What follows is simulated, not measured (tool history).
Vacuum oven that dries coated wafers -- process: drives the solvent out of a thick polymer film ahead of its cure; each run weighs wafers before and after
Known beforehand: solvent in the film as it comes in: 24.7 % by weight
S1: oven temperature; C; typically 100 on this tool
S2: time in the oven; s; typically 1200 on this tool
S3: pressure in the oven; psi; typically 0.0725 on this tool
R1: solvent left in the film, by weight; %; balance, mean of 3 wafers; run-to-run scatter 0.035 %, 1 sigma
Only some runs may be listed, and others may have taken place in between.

run 1 hour=0.0 | S1=100 S2=1200 S3=0.0725 | R1=4.36
run 2 hour=68.6 | S1=100 S2=1200 S3=0.0725 | R1=4.37
run 3 hour=113.0 | S1=96 S2=1200 S3=0.0725 | R1=6.29
run 4 hour=188.4 | S1=96 S2=1200 S3=0.0725 | R1=6.33
run 5 hour=248.6 | S1=96 S2=1200 S3=0.0725 | R1=6.30
run 6 hour=300.6 | S1=96 S2=1200 S3=0.0725 | R1=6.22
run 7 hour=372.8 | S1=106 S2=1200 S3=0.0725 | R1=2.10
run 8 hour=431.2 | S1=106 S2=1200 S3=0.0725 | R1=2.15
run 9 hour=504.2 | S1=108 S2=1200 S3=0.0725 | R1=1.69
run 10 hour=550.6 | S1=100 S2=1200 S3=0.1785 | R1=5.09
run 11 hour=589.5 | S1=100 S2=1200 S3=0.1785 | R1=5.04
run 12 hour=627.7 | S1=100 S2=1200 S3=0.0725 | R1=4.39
run 13 hour=686.4 | S1=100 S2=1200 S3=0.0725 | R1=4.35
run 14 hour=756.0 | S1=100 S2=1200 S3=0.0725 | R1=4.37
run 15 hour=803.7 | S1=100 S2=1200 S3=0.2480 | R1=5.54
run 16 hour=854.7 | S1=100 S2=1200 S3=0.2480 | R1=5.53
run 17 hour=905.9 | S1=100 S2=1200 S3=0.2480 | R1=5.54
run 18 hour=943.3 | S1=100 S2=1200 S3=0.2480 | R1=5.56
run 19 hour=1013.8 | S1=91 S2=1200 S3=0.0621 | R1=8.73
run 20 hour=1068.9 | S1=91 S2=960 S3=0.2635 | R1=11.67
run 21 hour=1129.1 | S1=114 S2=840 S3=0.1778 | R1=1.91
run 22 hour=1182.4 | S1=108 S2=1980 S3=0.0892 | R1=0.76
run 23 hour=1227.1 | S1=108 S2=1980 S3=0.0892 | R1=0.78
run 24 hour=1272.2 | S1=111 S2=1020 S3=0.0432 | R1=1.36
run 25 hour=1316.3 | S1=111 S2=1020 S3=0.0432 | R1=1.34
run 26 hour=1371.9 | S1=86 S2=1860 S3=0.0432 | R1=8.14
run 27 hour=1408.9 | S1=86 S2=960 S3=0.1997 | R1=13.59
run 28 hour=1476.5 | S1=86 S2=960 S3=0.1997 | R1=13.53
run 29 hour=1532.8 | S1=102 S2=1200 S3=0.1841 | R1=4.18
run 30 hour=1602.7 | S1=105 S2=1080 S3=0.0669 | R1=2.90
run 31 hour=1648.9 | S1=93 S2=1080 S3=0.0669 | R1=8.57
run 32 hour=1684.0 | S1=93 S2=1080 S3=0.0669 | R1=8.43
run 33 hour=1740.0 | S1=111 S2=1200 S3=0.2695 | R1=2.08

Between the runs listed above, the log contained 3 entries, not reproduced here. Where in the sequence does each belong, and how does what the log doesn't record of the tool's condition differ from the listed run before to the listed run after?
Run 8 -> run 9: oven's thermocouples calibrated (hour 488.6)
  true wafer temperature over the reading, C: 0.02 -> 0
Run 27 -> run 28: vacuum gauge cleaned of residue and calibrated (hour 1471.0)
  true wafer temperature over the reading, C: 0.03 -> 0.04; true pressure over the reading, kPa: 0.021 -> 0
Run 29 -> run 30: oven's thermocouples calibrated (hour 1586.7)
  true wafer temperature over the reading, C: 0.04 -> 0.01
